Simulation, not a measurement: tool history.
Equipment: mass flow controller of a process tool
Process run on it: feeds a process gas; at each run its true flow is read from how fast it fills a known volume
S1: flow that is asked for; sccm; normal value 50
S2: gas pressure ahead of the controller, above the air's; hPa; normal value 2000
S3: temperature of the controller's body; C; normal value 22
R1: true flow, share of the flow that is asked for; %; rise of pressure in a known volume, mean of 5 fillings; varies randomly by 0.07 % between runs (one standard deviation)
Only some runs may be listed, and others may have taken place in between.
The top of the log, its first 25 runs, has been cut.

| run | day | S1 | S2 | S3 | R1 |
|---|---|---|---|---|---|
| 26 | 65.471 | 83 | 1660 | 21 | 99.45 |
| 27 | 68.571 | 50 | 2000 | 27 | 97.55 |
| 28 | 71.838 | 36 | 2750 | 27 | 97.06 |
| 29 | 74.900 | 10 | 1980 | 28 | 93.94 |
| 30 | 78.338 | 50 | 2000 | 22 | 97.97 |
| 31 | 81.296 | 22 | 2040 | 40 | 95.08 |
| 32 | 83.642 | 81 | 2040 | 22 | 99.28 |
| 33 | 86.954 | 81 | 2040 | 22 | 99.31 |
| 34 | 89.575 | 13 | 1560 | 36 | 94.27 |
| 35 | 92.925 | 43 | 2510 | 21 | 97.68 |
| 36 | 96.350 | 99 | 2260 | 24 | 99.82 |
| 37 | 98.608 | 99 | 2260 | 24 | 99.78 |
| 38 | 100.942 | 50 | 1720 | 22 | 97.98 |
| 39 | 103.375 | 50 | 2000 | 32 | 97.27 |
| 40 | 105.692 | 50 | 2000 | 32 | 97.43 |
| 41 | 109.383 | 50 | 2000 | 32 | 97.34 |
| 42 | 112.496 | 50 | 2290 | 34 | 97.24 |
| 43 | 114.783 | 50 | 2290 | 34 | 97.30 |
| 44 | 116.375 | 23 | 1460 | 37 | 95.34 |
| 45 | 119.683 | 37 | 2030 | 21 | 97.44 |
| 46 | 122.408 | 84 | 2000 | 22 | 99.47 |
| 47 | 126.188 | 29 | 1450 | 33 | 96.07 |
| 48 | 129.388 | 50 | 1530 | 34 | 97.23 |
| 49 | 131.025 | 30 | 2570 | 32 | 96.19 |

Branching from run 49: 3 alternative next runs. What would each branch give?
| A | 134.833 | 27 | 1840 | 21 | ? |
| B | 134.833 | 15 | 2700 | 20 | ? |
| C | 134.833 | 82 | 2570 | 26 | ? |

| run | R1 |
|---|---|
| A | 96.61 |
| B | 95.34 |
| C | 99.14 |
The same runs, with their run-to-run variation unchanged, on a tool lacking any hidden condition would have given:
| run | R1 |
|---|---|
| A | 97.72 |
| B | 97.47 |
| C | 99.39 |
